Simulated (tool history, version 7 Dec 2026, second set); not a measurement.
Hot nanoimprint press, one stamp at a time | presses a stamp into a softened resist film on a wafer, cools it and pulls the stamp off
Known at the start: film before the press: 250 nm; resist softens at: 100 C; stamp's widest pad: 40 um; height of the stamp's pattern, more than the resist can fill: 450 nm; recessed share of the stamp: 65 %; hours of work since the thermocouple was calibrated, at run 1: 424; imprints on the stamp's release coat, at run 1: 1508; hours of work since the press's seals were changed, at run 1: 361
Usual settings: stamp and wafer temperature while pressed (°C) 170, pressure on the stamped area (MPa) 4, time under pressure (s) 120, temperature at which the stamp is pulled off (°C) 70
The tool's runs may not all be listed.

run,hour,stamp and wafer temperature while pressed (°C),pressure on the stamped area (MPa),time under pressure (s),temperature at which the stamp is pulled off (°C),hours of work since the thermocouple was calibrated,imprints on the stamp's release coat,hours of work since the press's seals were changed,resist left under the stamp's widest pad (nm),greatest force while the stamp is pulled off (N)
1,0,170,4,120,70,424,1508,361,149.7,111
2,16.8,170,4,120,70,436,1556,374,149,107
3,36.2,170,4,120,70,451,1611,389,149.8,107
4,50,170,4,120,70,462,1651,399,149.4,106
5,62.9,170,4,120,71,472,1688,409,149.4,105
# hour 75.1: plate thermocouple calibrated
6,83.9,170,4,120,70,7,1739,423,148.9,110
7,94.1,168,4,120,70,15,1768,431,159.5,108
8,112.2,170,4,120,70,29,1819,445,148.9,109
# hour 122.3: stamp cleaned and given a new release coat
9,138.2,170,4,120,70,44,46,460,148.8,109
10,152.2,170,4.96,120,70,55,85,471,135.7,107
11,166,170,4.96,240,70,65,125,482,106.4,107
12,184.2,170,4.96,240,70,79,177,496,106.8,108
13,204.5,170,4.96,240,70,95,235,511,106.7,110
14,224.2,170,4.96,240,70,110,291,527,106.7,107
15,232.8,170,4,120,70,117,315,533,148.2,108
16,245.9,170,4,120,76,127,353,543,148.4,93
# hour 263.7: press's hydraulic seals changed and the load cell set to zero
17,264.6,170,4,120,76,135,383,1,148.4,94
18,277.7,170,4.56,120,75,145,421,11,138.9,91
19,286.1,170,4,64,65,152,445,17,174.6,120

Forecast run 20:
20,301.4,176,2.43,86,71,164,488,29,?,?

resist left under the stamp's widest pad (nm): 163.1
greatest force while the stamp is pulled off (N): 104
Without the tool's hidden state the same run would have given resist left under the stamp's widest pad (nm) 165.5, greatest force while the stamp is pulled off (N) 104.
